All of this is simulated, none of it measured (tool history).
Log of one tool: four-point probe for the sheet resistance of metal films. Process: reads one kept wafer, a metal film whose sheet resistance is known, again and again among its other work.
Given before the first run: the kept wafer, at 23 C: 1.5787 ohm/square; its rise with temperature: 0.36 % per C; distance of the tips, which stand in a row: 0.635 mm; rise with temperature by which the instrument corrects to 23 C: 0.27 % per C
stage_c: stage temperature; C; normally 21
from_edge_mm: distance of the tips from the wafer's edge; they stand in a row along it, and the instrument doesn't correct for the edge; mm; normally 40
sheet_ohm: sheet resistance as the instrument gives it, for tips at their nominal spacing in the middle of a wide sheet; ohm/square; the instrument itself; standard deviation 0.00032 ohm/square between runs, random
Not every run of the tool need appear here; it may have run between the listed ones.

run	hour	stage_c	from_edge_mm	sheet_ohm
1	0.0	21	40	1.570973
2	17.1	21	40	1.570711
3	36.5	21	40	1.570675
4	50.9	21	40	1.570079
5	68.3	21	14	1.572903
6	81.1	21	14	1.571802
7	102.1	21	14	1.571874
8	116.4	21	14	1.572003
9	125.5	21	14	1.571526
10	146.8	21	14	1.570955
11	167.1	21	14	1.570943
12	180.4	21	14	1.571146
13	200.5	21	14	1.570930
14	222.0	21	40	1.568983
15	230.7	21	40	1.568927
16	241.5	26	70	1.576256
17	250.6	21	46	1.568837
18	271.5	25	40	1.575035
19	287.2	25	40	1.574471
20	303.1	20	7	1.573785
21	317.9	20	7	1.573801
22	336.8	21	9	1.572603
23	356.0	21	61	1.568619
24	370.9	20	21	1.567832
25	389.3	20	21	1.566764
26	403.5	35	5	1.600567
27	417.6	35	5	1.600672
28	438.8	35	5	1.600951
29	448.7	27	10	1.579797

Alternative continuations, all from the tool just after run 29; predict every row:
A	465.6	27	52	?
B	465.6	21	5	?
C	465.6	18	3	?
D	465.6	21	3	?
E	465.6	32	40	?

run	sheet_ohm
A	1.577090
B	1.580814
C	1.600293
D	1.604616
E	1.583276
Take away the tool's hidden state, keep each run's random variation, and the runs would have read:
run	sheet_ohm
A	1.585170
B	1.588919
C	1.608494
D	1.612834
E	1.591379
